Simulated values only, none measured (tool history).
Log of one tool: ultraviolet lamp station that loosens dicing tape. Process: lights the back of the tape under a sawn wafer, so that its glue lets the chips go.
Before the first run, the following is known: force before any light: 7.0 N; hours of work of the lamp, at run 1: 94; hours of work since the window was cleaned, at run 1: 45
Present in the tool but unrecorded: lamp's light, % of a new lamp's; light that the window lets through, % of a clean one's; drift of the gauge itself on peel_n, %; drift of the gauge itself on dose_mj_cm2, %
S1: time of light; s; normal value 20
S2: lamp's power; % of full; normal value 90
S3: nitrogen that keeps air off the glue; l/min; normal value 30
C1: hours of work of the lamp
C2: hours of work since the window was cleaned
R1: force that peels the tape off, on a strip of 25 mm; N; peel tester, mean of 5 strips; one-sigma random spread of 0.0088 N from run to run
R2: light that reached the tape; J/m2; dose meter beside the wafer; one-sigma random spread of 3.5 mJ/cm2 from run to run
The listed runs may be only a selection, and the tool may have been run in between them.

{"run": 1, "hour": 0.0, "S1": 20, "S2": 90, "S3": 30, "C1": 94, "C2": 45, "R1": 0.402, "R2": 5410}
{"run": 2, "hour": 25.0, "S1": 20, "S2": 90, "S3": 30, "C1": 111, "C2": 62, "R1": 0.426, "R2": 5390}
{"run": 3, "hour": 46.2, "S1": 24, "S2": 90, "S3": 30, "C1": 125, "C2": 76, "R1": 0.307, "R2": 6360}
{"run": 4, "hour": 65.1, "S1": 24, "S2": 90, "S3": 30, "C1": 138, "C2": 89, "R1": 0.327, "R2": 6370}
{"run": 5, "hour": 77.1, "S1": 20, "S2": 90, "S3": 30, "C1": 146, "C2": 97, "R1": 0.434, "R2": 5320}
{"run": 6, "hour": 92.0, "S1": 20, "S2": 90, "S3": 30, "C1": 156, "C2": 107, "R1": 0.44, "R2": 5260}
{"run": 7, "hour": 115.0, "S1": 20, "S2": 90, "S3": 30, "C1": 172, "C2": 123, "R1": 0.464, "R2": 5160}
{"run": 8, "hour": 139.2, "S1": 20, "S2": 90, "S3": 30, "C1": 188, "C2": 139, "R1": 0.451, "R2": 5120}
{"run": 9, "hour": 165.8, "S1": 20, "S2": 90, "S3": 30, "C1": 206, "C2": 157, "R1": 0.47, "R2": 5020}
{"run": 10, "hour": 191.1, "S1": 20, "S2": 90, "S3": 30, "C1": 223, "C2": 174, "R1": 0.482, "R2": 5010}
{"run": 11, "hour": 213.5, "S1": 20, "S2": 90, "S3": 30, "C1": 238, "C2": 189, "R1": 0.482, "R2": 4930}
{"run": 12, "hour": 238.0, "S1": 20, "S2": 90, "S3": 30, "C1": 255, "C2": 206, "R1": 0.506, "R2": 4940}
{"run": 13, "hour": 252.2, "S1": 20, "S2": 90, "S3": 30, "C1": 264, "C2": 215, "R1": 0.487, "R2": 4830}
{"run": 14, "hour": 273.2, "S1": 20, "S2": 90, "S3": 30, "C1": 278, "C2": 229, "R1": 0.529, "R2": 4800}
{"run": 15, "hour": 298.8, "S1": 20, "S2": 90, "S3": 30, "C1": 296, "C2": 247, "R1": 0.517, "R2": 4800}
{"run": 16, "hour": 320.5, "S1": 20, "S2": 90, "S3": 30, "C1": 310, "C2": 261, "R1": 0.522, "R2": 4680}
{"run": 17, "hour": 338.1, "S1": 20, "S2": 90, "S3": 30, "C1": 322, "C2": 273, "R1": 0.55, "R2": 4650}
{"run": 18, "hour": 362.6, "S1": 20, "S2": 90, "S3": 30, "C1": 339, "C2": 290, "R1": 0.558, "R2": 4570}
{"run": 19, "hour": 377.9, "S1": 20, "S2": 90, "S3": 30, "C1": 349, "C2": 300, "R1": 0.556, "R2": 4620}
{"run": 20, "hour": 397.0, "S1": 12, "S2": 90, "S3": 30, "C1": 362, "C2": 313, "R1": 1.351, "R2": 2680}
{"run": 21, "hour": 414.9, "S1": 20, "S2": 90, "S3": 30, "C1": 374, "C2": 325, "R1": 0.577, "R2": 4480}
{"run": 22, "hour": 426.6, "S1": 20, "S2": 81, "S3": 30, "C1": 382, "C2": 333, "R1": 0.696, "R2": 3980}
{"hour": 449.3, "done": "window cleaned of glue's vapour"}
{"run": 23, "hour": 449.8, "S1": 16, "S2": 99, "S3": 10, "C1": 397, "C2": 0, "R1": 1.517, "R2": 3800}
{"run": 24, "hour": 467.0, "S1": 16, "S2": 99, "S3": 10, "C1": 409, "C2": 12, "R1": 1.53, "R2": 3740}
{"run": 25, "hour": 489.4, "S1": 20, "S2": 64, "S3": 21, "C1": 424, "C2": 27, "R1": 1.448, "R2": 2990}
{"run": 26, "hour": 501.5, "S1": 34, "S2": 62, "S3": 30, "C1": 432, "C2": 35, "R1": 0.489, "R2": 4900}
{"hour": 511.9, "done": "window cleaned of glue's vapour, once more"}
{"run": 27, "hour": 514.3, "S1": 40, "S2": 67, "S3": 12, "C1": 440, "C2": 2, "R1": 0.489, "R2": 6800}
{"run": 28, "hour": 525.0, "S1": 40, "S2": 83, "S3": 12, "C1": 447, "C2": 9, "R1": 0.348, "R2": 8390}
{"run": 29, "hour": 549.2, "S1": 40, "S2": 83, "S3": 12, "C1": 464, "C2": 25, "R1": 0.373, "R2": 8270}
{"run": 30, "hour": 573.3, "S1": 40, "S2": 83, "S3": 12, "C1": 480, "C2": 41, "R1": 0.361, "R2": 8140}
{"run": 31, "hour": 596.1, "S1": 22, "S2": 89, "S3": 35, "C1": 495, "C2": 57, "R1": 0.478, "R2": 4800}
{"run": 32, "hour": 622.6, "S1": 20, "S2": 91, "S3": 24, "C1": 513, "C2": 75, "R1": 0.718, "R2": 4380}
{"run": 33, "hour": 647.2, "S1": 20, "S2": 91, "S3": 24, "C1": 530, "C2": 91, "R1": 0.723, "R2": 4290}
{"run": 34, "hour": 659.4, "S1": 26, "S2": 93, "S3": 33, "C1": 538, "C2": 99, "R1": 0.351, "R2": 5680}
{"run": 35, "hour": 681.4, "S1": 10, "S2": 84, "S3": 30, "C1": 553, "C2": 114, "R1": 2.175, "R2": 1920}
{"run": 36, "hour": 705.4, "S1": 26, "S2": 90, "S3": 12, "C1": 569, "C2": 130, "R1": 0.764, "R2": 5390}
{"run": 37, "hour": 716.8, "S1": 26, "S2": 84, "S3": 12, "C1": 577, "C2": 138, "R1": 0.843, "R2": 5000}
{"run": 38, "hour": 731.0, "S1": 14, "S2": 90, "S3": 41, "C1": 586, "C2": 148, "R1": 1.103, "R2": 2810}
{"run": 39, "hour": 753.1, "S1": 16, "S2": 90, "S3": 30, "C1": 601, "C2": 162, "R1": 1.06, "R2": 3240}
{"run": 40, "hour": 766.4, "S1": 37, "S2": 100, "S3": 30, "C1": 610, "C2": 171, "R1": 0.238, "R2": 8180}
{"run": 41, "hour": 779.2, "S1": 20, "S2": 64, "S3": 48, "C1": 619, "C2": 180, "R1": 1.043, "R2": 2790}
{"run": 42, "hour": 800.6, "S1": 20, "S2": 77, "S3": 33, "C1": 633, "C2": 194, "R1": 0.918, "R2": 3360}
{"run": 43, "hour": 823.2, "S1": 16, "S2": 82, "S3": 18, "C1": 648, "C2": 210, "R1": 1.675, "R2": 2860}

Consider 3 possible next runs. They are alternatives, not a sequence: every one starts from the tool as it was left by run 43. What does each give?
{"hour": 828.7, "done": "lamp changed"}
{"run": "A", "hour": 839.6, "S1": 11, "S2": 93, "S3": 33, "C1": 7, "C2": 220, "R1": "?", "R2": "?"}
{"hour": 828.7, "done": "lamp changed"}
{"run": "B", "hour": 839.6, "S1": 16, "S2": 99, "S3": 19, "C1": 7, "C2": 220, "R1": "?", "R2": "?"}
{"hour": 828.7, "done": "lamp changed"}
{"run": "C", "hour": 839.6, "S1": 13, "S2": 84, "S3": 45, "C1": 7, "C2": 220, "R1": "?", "R2": "?"}

run=A R1=1.031 R2=3110
run=B R1=0.663 R2=4920
run=C R1=0.793 R2=3340
Without the tool's hidden state the same runs would have given:
run=A R1=0.936 R2=3290
run=B R1=0.596 R2=5200
run=C R1=0.715 R2=3530

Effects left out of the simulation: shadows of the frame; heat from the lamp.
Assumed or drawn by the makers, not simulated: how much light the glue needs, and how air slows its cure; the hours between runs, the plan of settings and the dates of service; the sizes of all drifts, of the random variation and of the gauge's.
